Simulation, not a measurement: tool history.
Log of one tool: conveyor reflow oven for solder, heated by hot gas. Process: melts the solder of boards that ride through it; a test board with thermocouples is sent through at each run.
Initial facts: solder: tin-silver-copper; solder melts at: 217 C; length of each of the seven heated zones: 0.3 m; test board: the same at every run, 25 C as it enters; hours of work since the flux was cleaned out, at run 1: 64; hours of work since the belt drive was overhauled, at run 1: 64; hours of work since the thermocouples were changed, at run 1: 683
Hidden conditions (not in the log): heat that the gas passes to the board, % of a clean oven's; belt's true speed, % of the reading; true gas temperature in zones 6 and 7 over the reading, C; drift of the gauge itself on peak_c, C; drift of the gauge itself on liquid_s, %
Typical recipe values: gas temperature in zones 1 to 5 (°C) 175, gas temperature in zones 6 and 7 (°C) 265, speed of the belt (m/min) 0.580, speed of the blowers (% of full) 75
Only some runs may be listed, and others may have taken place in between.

| run | hour | gas temperature in zones 1 to 5 (°C) | gas temperature in zones 6 and 7 (°C) | speed of the belt (m/min) | speed of the blowers (% of full) | hours of work since the flux was cleaned out | hours of work since the belt drive was overhauled | hours of work since the thermocouples were changed | highest temperature of the board (°C) | time above the solder's melting point (s) |
|---|---|---|---|---|---|---|---|---|---|---|
| 1 | 0.0 | 175 | 265 | 0.580 | 75 | 64 | 64 | 683 | 250.8 | 46.4 |
| 2 | 11.3 | 175 | 265 | 0.580 | 75 | 69 | 69 | 688 | 251.3 | 46.1 |
|  | 27.6 | thermocouples of zones 6 and 7 changed |
| 3 | 28.0 | 175 | 265 | 0.580 | 75 | 75 | 75 | 0 | 248.9 | 43.8 |
| 4 | 37.4 | 175 | 265 | 0.580 | 75 | 79 | 79 | 4 | 248.9 | 43.7 |
| 5 | 51.1 | 175 | 265 | 0.580 | 75 | 85 | 85 | 10 | 248.5 | 44.1 |
| 6 | 66.5 | 175 | 265 | 0.580 | 75 | 91 | 91 | 16 | 248.6 | 44.2 |
| 7 | 74.0 | 175 | 265 | 0.580 | 75 | 94 | 94 | 19 | 249.0 | 44.7 |
| 8 | 84.8 | 175 | 265 | 0.580 | 75 | 99 | 99 | 24 | 248.5 | 44.7 |
| 9 | 95.3 | 175 | 265 | 0.580 | 75 | 103 | 103 | 28 | 248.6 | 45.4 |
| 10 | 106.4 | 175 | 265 | 0.580 | 75 | 108 | 108 | 33 | 248.3 | 45.1 |
| 11 | 121.0 | 175 | 265 | 0.580 | 75 | 114 | 114 | 39 | 249.0 | 44.9 |
| 12 | 130.7 | 175 | 265 | 0.580 | 75 | 118 | 118 | 43 | 249.2 | 44.2 |
| 13 | 138.0 | 175 | 265 | 0.580 | 88 | 121 | 121 | 46 | 250.0 | 45.6 |
| 14 | 149.5 | 175 | 264 | 0.580 | 75 | 126 | 126 | 51 | 247.5 | 44.2 |
| 15 | 164.3 | 175 | 265 | 0.517 | 75 | 132 | 132 | 57 | 251.3 | 52.8 |
| 16 | 177.5 | 175 | 265 | 0.517 | 89 | 138 | 138 | 63 | 253.5 | 53.3 |
| 17 | 190.4 | 180 | 259 | 0.636 | 89 | 143 | 143 | 68 | 243.3 | 38.3 |
| 18 | 200.3 | 180 | 265 | 0.494 | 89 | 147 | 147 | 72 | 254.9 | 60.2 |
| 19 | 208.9 | 175 | 253 | 0.482 | 75 | 151 | 151 | 76 | 243.1 | 51.7 |
| 20 | 217.3 | 164 | 265 | 0.478 | 75 | 154 | 154 | 79 | 252.7 | 55.1 |
| 21 | 230.1 | 175 | 270 | 0.580 | 63 | 160 | 160 | 85 | 250.6 | 44.8 |
| 22 | 238.4 | 166 | 264 | 0.580 | 63 | 163 | 163 | 88 | 243.7 | 37.7 |
| 23 | 254.1 | 177 | 279 | 0.580 | 58 | 170 | 170 | 95 | 257.6 | 50.3 |
| 24 | 262.2 | 177 | 279 | 0.580 | 58 | 173 | 173 | 98 | 257.7 | 50.0 |
| 25 | 277.0 | 179 | 254 | 0.580 | 69 | 179 | 179 | 105 | 238.5 | 37.6 |
| 26 | 291.7 | 179 | 254 | 0.580 | 69 | 186 | 186 | 111 | 238.9 | 38.2 |
| 27 | 307.6 | 188 | 276 | 0.580 | 75 | 192 | 192 | 117 | 260.1 | 55.6 |
| 28 | 318.2 | 188 | 276 | 0.580 | 75 | 197 | 197 | 122 | 259.9 | 54.7 |
| 29 | 327.6 | 188 | 276 | 0.580 | 75 | 201 | 201 | 126 | 260.2 | 54.6 |
| 30 | 339.3 | 175 | 264 | 0.469 | 59 | 206 | 206 | 131 | 250.8 | 58.5 |
| 31 | 351.9 | 175 | 264 | 0.469 | 59 | 211 | 211 | 136 | 251.1 | 58.3 |

Here are 4 independent what-if runs from the current tool condition. What would each one return?
| A | 367.0 | 186 | 275 | 0.579 | 59 | 217 | 217 | 142 | ? | ? |
| B | 367.0 | 175 | 270 | 0.600 | 68 | 217 | 217 | 142 | ? | ? |
| C | 367.0 | 174 | 257 | 0.628 | 75 | 217 | 217 | 142 | ? | ? |
| D | 367.0 | 175 | 265 | 0.467 | 65 | 217 | 217 | 142 | ? | ? |

| run | highest temperature of the board (°C) | time above the solder's melting point (s) |
|---|---|---|
| A | 256.1 | 52.2 |
| B | 250.4 | 43.1 |
| C | 238.7 | 32.8 |
| D | 252.8 | 60.6 |
With no hidden state in the tool, these same runs would have given:
| run | highest temperature of the board (°C) | time above the solder's melting point (s) |
|---|---|---|
| A | 257.8 | 53.2 |
| B | 252.4 | 44.6 |
| C | 240.7 | 34.9 |
| D | 254.2 | 61.7 |
